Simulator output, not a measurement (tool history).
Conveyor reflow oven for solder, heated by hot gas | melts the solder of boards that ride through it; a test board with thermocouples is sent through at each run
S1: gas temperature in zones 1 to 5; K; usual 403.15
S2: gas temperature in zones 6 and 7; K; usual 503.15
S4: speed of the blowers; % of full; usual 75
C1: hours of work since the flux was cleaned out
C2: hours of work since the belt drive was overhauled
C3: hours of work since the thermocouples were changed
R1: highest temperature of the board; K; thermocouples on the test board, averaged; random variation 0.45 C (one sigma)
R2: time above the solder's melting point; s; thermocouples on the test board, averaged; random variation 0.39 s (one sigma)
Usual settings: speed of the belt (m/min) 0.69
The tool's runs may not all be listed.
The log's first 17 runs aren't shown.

Run 18, hour 942.4: usual settings but S1 402.15 K, S2 518.15 K, speed of the belt (m/min) 0.766, S4 82 % of full; C1 185; C2 517; C3 890. Result: R1 494.85 K, R2 48.2 s.
Run 19, hour 981.8: usual settings but S1 417.15 K, S2 512.15 K, speed of the belt (m/min) 0.822, S4 82 % of full; C1 214; C2 546; C3 919. Result: R1 489.95 K, R2 44.9 s.
Run 20, hour 1014.6: usual settings but S1 394.15 K, S2 501.15 K; C1 239; C2 570; C3 943. Result: R1 479.65 K, R2 39.2 s.
Run 21, hour 1075.5: usual settings but S1 401.15 K, S2 502.15 K, speed of the belt (m/min) 0.701, S4 72 % of full; C1 284; C2 615; C3 988. Result: R1 480.25 K, R2 40.7 s.
Run 22, hour 1141.2: usual settings but S1 398.15 K, S2 502.15 K, speed of the belt (m/min) 0.616, S4 72 % of full; C1 332; C2 664; C3 1037. Result: R1 483.15 K, R2 49.1 s.
Run 23, hour 1172.4: usual settings but S1 401.15 K, S2 502.15 K, speed of the belt (m/min) 0.595, S4 63 % of full; C1 355; C2 687; C3 1060. Result: R1 483.55 K, R2 51.2 s.
Run 24, hour 1218.3: usual settings but speed of the belt (m/min) 0.804; C1 389; C2 721; C3 1094. Result: R1 477.45 K, R2 31.5 s.
Run 25, hour 1248.9: usual settings but speed of the belt (m/min) 0.804; C1 412; C2 744; C3 1116. Result: R1 476.65 K, R2 31 s.
Run 26, hour 1307.7: usual settings but speed of the belt (m/min) 0.577; C1 456; C2 787; C3 1160. Result: R1 487.05 K, R2 59 s.
At hour 1358.5: flux residue cleaned out of gas plates and filters.
Run 27, hour 1368.1: usual settings but speed of the belt (m/min) 0.577; C1 7; C2 828; C3 1201. Result: R1 489.65 K, R2 62.2 s.
Run 28, hour 1420.5: usual settings but S2 502.15 K, speed of the belt (m/min) 0.71; C1 46; C2 867; C3 1240. Result: R1 482.15 K, R2 43.2 s.
Run 29, hour 1452.7: usual settings but S1 407.15 K, S2 502.15 K, speed of the belt (m/min) 0.71, S4 71 % of full; C1 70; C2 891; C3 1264. Result: R1 481.45 K, R2 44.5 s.
Run 30, hour 1515.7: usual settings but S1 407.15 K, S2 502.15 K, speed of the belt (m/min) 0.71, S4 71 % of full; C1 116; C2 937; C3 1310. Result: R1 481.35 K, R2 43.8 s.

Forecast each of these 3 alternatives for the next run:
Run A, hour 1565.2: usual settings but S1 395.15 K, S2 502.15 K, speed of the belt (m/min) 0.71, S4 71 % of full; C1 153; C2 974; C3 1347. Result: R1 ?, R2 ?.
Run B, hour 1565.2: usual settings but S1 404.15 K, speed of the belt (m/min) 0.788, S4 74 % of full; C1 153; C2 974; C3 1347. Result: R1 ?, R2 ?.
Run C, hour 1565.2: usual settings but S1 397.15 K; C1 153; C2 974; C3 1347. Result: R1 ?, R2 ?.

run      R1    R2
  A  478.95  38.3
  B  478.05  35.5
  C  482.55  44.2
Without the tool's hidden state the same runs would have given:
run      R1    R2
  A  482.55  40.5
  B  481.65  37.5
  C  486.25    46

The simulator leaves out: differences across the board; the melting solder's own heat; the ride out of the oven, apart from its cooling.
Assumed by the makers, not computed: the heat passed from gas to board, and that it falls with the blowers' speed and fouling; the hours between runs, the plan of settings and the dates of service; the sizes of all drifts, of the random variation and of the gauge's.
